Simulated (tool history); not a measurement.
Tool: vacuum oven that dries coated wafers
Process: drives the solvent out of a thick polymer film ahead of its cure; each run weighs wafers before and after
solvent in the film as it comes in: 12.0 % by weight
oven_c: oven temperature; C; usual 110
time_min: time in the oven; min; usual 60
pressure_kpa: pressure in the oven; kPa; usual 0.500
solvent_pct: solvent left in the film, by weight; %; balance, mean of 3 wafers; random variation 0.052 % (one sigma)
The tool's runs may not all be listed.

{"run": 1, "hour": 0.0, "oven_c": 110, "time_min": 60, "pressure_kpa": 0.5, "solvent_pct": 1.74}
{"run": 2, "hour": 16.2, "oven_c": 110, "time_min": 60, "pressure_kpa": 0.5, "solvent_pct": 1.9}
{"run": 3, "hour": 39.6, "oven_c": 110, "time_min": 60, "pressure_kpa": 0.5, "solvent_pct": 1.86}
{"run": 4, "hour": 58.2, "oven_c": 110, "time_min": 60, "pressure_kpa": 0.5, "solvent_pct": 1.86}
{"run": 5, "hour": 73.1, "oven_c": 110, "time_min": 60, "pressure_kpa": 0.5, "solvent_pct": 1.81}
{"run": 6, "hour": 102.0, "oven_c": 110, "time_min": 60, "pressure_kpa": 0.5, "solvent_pct": 1.95}
{"run": 7, "hour": 118.3, "oven_c": 110, "time_min": 48, "pressure_kpa": 0.309, "solvent_pct": 2.43}
{"run": 8, "hour": 146.3, "oven_c": 106, "time_min": 50, "pressure_kpa": 0.309, "solvent_pct": 3.25}
{"run": 9, "hour": 171.8, "oven_c": 108, "time_min": 79, "pressure_kpa": 0.5, "solvent_pct": 1.6}
{"run": 10, "hour": 188.5, "oven_c": 115, "time_min": 41, "pressure_kpa": 0.498, "solvent_pct": 1.98}
{"run": 11, "hour": 218.0, "oven_c": 110, "time_min": 93, "pressure_kpa": 0.5, "solvent_pct": 1.06}

5 ways to go on from here, each from the tool as it stands after run 11. What would each give?
{"run": "A", "hour": 246.8, "oven_c": 117, "time_min": 39, "pressure_kpa": 0.5, "solvent_pct": "?"}
{"run": "B", "hour": 246.8, "oven_c": 95, "time_min": 60, "pressure_kpa": 1.11, "solvent_pct": "?"}
{"run": "C", "hour": 246.8, "oven_c": 110, "time_min": 54, "pressure_kpa": 0.5, "solvent_pct": "?"}
{"run": "D", "hour": 246.8, "oven_c": 110, "time_min": 36, "pressure_kpa": 0.736, "solvent_pct": "?"}
{"run": "E", "hour": 246.8, "oven_c": 110, "time_min": 60, "pressure_kpa": 0.26, "solvent_pct": "?"}

run=A solvent_pct=1.78
run=B solvent_pct=5.79
run=C solvent_pct=2.11
run=D solvent_pct=3.63
run=E solvent_pct=1.74
Without the tool's hidden state the same runs would have given:
run=A solvent_pct=1.38
run=B solvent_pct=5.21
run=C solvent_pct=1.65
run=D solvent_pct=3.13
run=E solvent_pct=1.31
